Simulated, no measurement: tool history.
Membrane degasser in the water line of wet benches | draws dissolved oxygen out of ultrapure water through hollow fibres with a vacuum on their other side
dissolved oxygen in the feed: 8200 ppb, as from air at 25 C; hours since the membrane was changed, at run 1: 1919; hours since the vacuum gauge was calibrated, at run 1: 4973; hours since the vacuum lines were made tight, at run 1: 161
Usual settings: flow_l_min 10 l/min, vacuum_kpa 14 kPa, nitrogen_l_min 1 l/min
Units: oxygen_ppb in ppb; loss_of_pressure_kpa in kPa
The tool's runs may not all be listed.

run     day  flow_l_min  vacuum_kpa  nitrogen_l_min  hours since the membrane was changed  hours since the vacuum gauge was calibrated  hours since the vacuum lines were made tight  oxygen_ppb  loss_of_pressure_kpa
  1       0          10          14               1                                  1919                                         4973                                           161       258.8                 30.41
  2   3.617          10          14               1                                  2005                                         5060                                           248       259.2                 30.12
  3   6.121          10          14               1                                  2066                                         5120                                           308       260.7                  30.6
  4   8.162          10          14               1                                  2115                                         5169                                           357       259.8                 30.38
  5  11.996          10          14               1                                  2207                                         5261                                           449       260.8                 30.46
  6  15.225          10          14               1                                  2284                                         5339                                           527       258.5                 30.57
  7  16.954          10        10.1               1                                  2326                                         5380                                           568       172.3                 30.58
  8   20.95          10        10.1               1                                  2421                                         5476                                           664       173.4                 30.52
  9   24.45          10        10.1               1                                  2505                                         5560                                           748       172.9                 30.54
 10  28.538          10         9.1               1                                  2604                                         5658                                           846       150.8                 30.84
 11  31.742          10         9.1               1                                  2681                                         5735                                           923       150.7                 30.51
 12  33.617          10         9.1               1                                  2725                                         5780                                           968       150.6                 30.87
 13  35.867          10         9.1            0.43                                  2779                                         5834                                          1022       310.3                    31
     38.192  -- vacuum gauge calibrated
 14  38.971          10         9.1            0.43                                  2853                                           19                                          1096       300.8                 30.87
 15    41.4          10         9.1            0.43                                  2912                                           77                                          1154       299.4                 31.11
 16  44.338          10         8.5               1                                  2982                                          147                                          1225       132.6                 31.02
 17  48.375          10         9.4               1                                  3079                                          244                                          1322       154.6                 31.09
 18  50.692          14          14            1.74                                  3135                                          300                                          1377         243                 43.46
 19  54.304           8        12.8            2.82                                  3221                                          387                                          1464        71.3                 24.88
 20  57.538          11        29.2            1.71                                  3299                                          464                                          1542       407.8                 33.92
 21  59.838          11        29.2            1.71                                  3354                                          520                                          1597       409.2                 34.24
 22   63.35          15        11.5            2.77                                  3439                                          604                                          1681       160.2                 46.85
 23  65.125          15        11.2            2.77                                  3481                                          646                                          1724       156.4                 46.38
 24  69.146           7        15.9            1.79                                  3578                                          743                                          1820       127.7                 22.09
 25  71.429           7        15.9            1.79                                  3633                                          798                                          1875       126.9                 21.75
 26  73.871           9        22.8            0.86                                  3691                                          856                                          1934         481                 27.99
 27   77.35           6        33.4            2.54                                  3775                                          940                                          2017       186.9                 18.48
 28  80.833           6        11.6               1                                  3858                                         1023                                          2101       129.8                 19.03
 29  83.129           8        15.9            0.88                                  3913                                         1079                                          2156         281                    25
 30      85           7        10.4            2.79                                  3958                                         1123                                          2201        48.3                 21.94
 31  88.671           7        13.5               1                                  4046                                         1212                                          2289       182.1                 21.96

Forecast each of these 5 alternatives for the next run:
  A  92.329           9         9.9            1.87                                  4134                                         1299                                          2377           ?                     ?
  B  92.329           7        14.6            2.48                                  4134                                         1299                                          2377           ?                     ?
  C  92.329          10        15.7            2.61                                  4134                                         1299                                          2377           ?                     ?
  D  92.329          10        16.2               1                                  4134                                         1299                                          2377           ?                     ?
  E  92.329          13        11.2            0.44                                  4134                                         1299                                          2377           ?                     ?

run  oxygen_ppb  loss_of_pressure_kpa
  A        86.3                  28.3
  B        85.4                 21.89
  C       129.5                 31.35
  D       313.9                 31.44
  E       512.2                 40.85
Without the tool's hidden state the same runs would have given:
run  oxygen_ppb  loss_of_pressure_kpa
  A        80.7                 26.62
  B        79.8                 20.58
  C       121.5                 29.48
  D       300.2                 29.57
  E       496.6                 38.42
